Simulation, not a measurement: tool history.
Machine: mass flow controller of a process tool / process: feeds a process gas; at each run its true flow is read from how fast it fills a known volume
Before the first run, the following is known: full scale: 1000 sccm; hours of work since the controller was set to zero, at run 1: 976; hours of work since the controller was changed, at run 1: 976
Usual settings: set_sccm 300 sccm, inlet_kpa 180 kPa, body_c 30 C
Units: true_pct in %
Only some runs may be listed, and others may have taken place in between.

run,hour,set_sccm,inlet_kpa,body_c,hours of work since the controller was set to zero,hours of work since the controller was changed,true_pct
1,0,300,180,30,976,976,97.86
2,79.3,300,180,30,1027,1027,97.74
3,125.8,300,180,30,1058,1058,97.72
4,165.3,300,180,30,1083,1083,97.69
5,212.7,300,180,30,1114,1114,97.53
6,272.5,300,180,30,1153,1153,97.55
7,318.8,300,180,30,1183,1183,97.62
8,394.7,300,180,31,1232,1232,97.52
9,478.9,300,270,30,1286,1286,96.63
10,531.1,300,270,30,1320,1320,96.71
11,613.8,300,270,30,1374,1374,96.61
12,652.4,300,270,30,1399,1399,96.59
13,736.5,300,270,30,1453,1453,96.45
14,821.7,108,180,30,1508,1508,96.51
15,909.7,108,180,30,1565,1565,96.49
16,955.3,108,180,30,1595,1595,96.4
17,1043.5,513,180,30,1652,1652,97.66
18,1129.6,300,180,30,1708,1708,96.88
19,1205.8,300,180,30,1757,1757,96.67
20,1292.8,300,180,30,1813,1813,96.85
21,1338.3,746,180,30,1843,1843,98.23
22,1388.7,746,180,30,1875,1875,98.16
23,1450.3,746,180,30,1915,1915,98.06
24,1494.2,300,212,27,1944,1944,96.3
25,1535.9,300,251,25,1971,1971,95.84
26,1602.1,182,192,30,2014,2014,95.96
27,1686.2,103,162,30,2068,2068,95.71
28,1764.2,665,143,25,2119,2119,97.73
29,1810.5,110,234,31,2149,2149,95.37
30,1880.4,255,168,32,2194,2194,96.23
31,1921.3,194,162,21,2220,2220,95.76
32,2009.5,194,162,21,2277,2277,95.82
33,2095.8,194,162,28,2333,2333,95.81
34,2145.6,533,180,34,2366,2366,96.77
35,2200.2,533,180,34,2401,2401,96.75
# hour 2227.3: gauge calibrated
36,2266.1,533,180,34,2444,2444,98.73
37,2355.7,226,180,37,2502,2502,97.63
38,2409.1,545,251,30,2536,2536,98.02
39,2476,723,253,23,2580,2580,98.36
40,2531.9,419,226,32,2616,2616,97.67
41,2584.6,138,180,30,2650,2650,97.05
42,2656.3,205,265,31,2696,2696,96.5
43,2731.8,205,265,31,2745,2745,96.42
44,2773.8,305,155,21,2772,2772,97.34
45,2847.7,230,180,30,2820,2820,97.05

What if the next run were any one of these 5? Each begins from the tool's condition after run 45:
A,2888.1,858,277,28,2846,2846,?
B,2888.1,923,180,37,2846,2846,?
C,2888.1,434,217,23,2846,2846,?
D,2888.1,230,206,30,2846,2846,?
E,2888.1,512,203,36,2846,2846,?

run,true_pct
A,98.46
B,99.55
C,97.35
D,96.69
E,98.08
Had the tool no hidden state, the same runs would have come out as:
run,true_pct
A,99.04
B,100.14
C,97.92
D,97.26
E,98.66

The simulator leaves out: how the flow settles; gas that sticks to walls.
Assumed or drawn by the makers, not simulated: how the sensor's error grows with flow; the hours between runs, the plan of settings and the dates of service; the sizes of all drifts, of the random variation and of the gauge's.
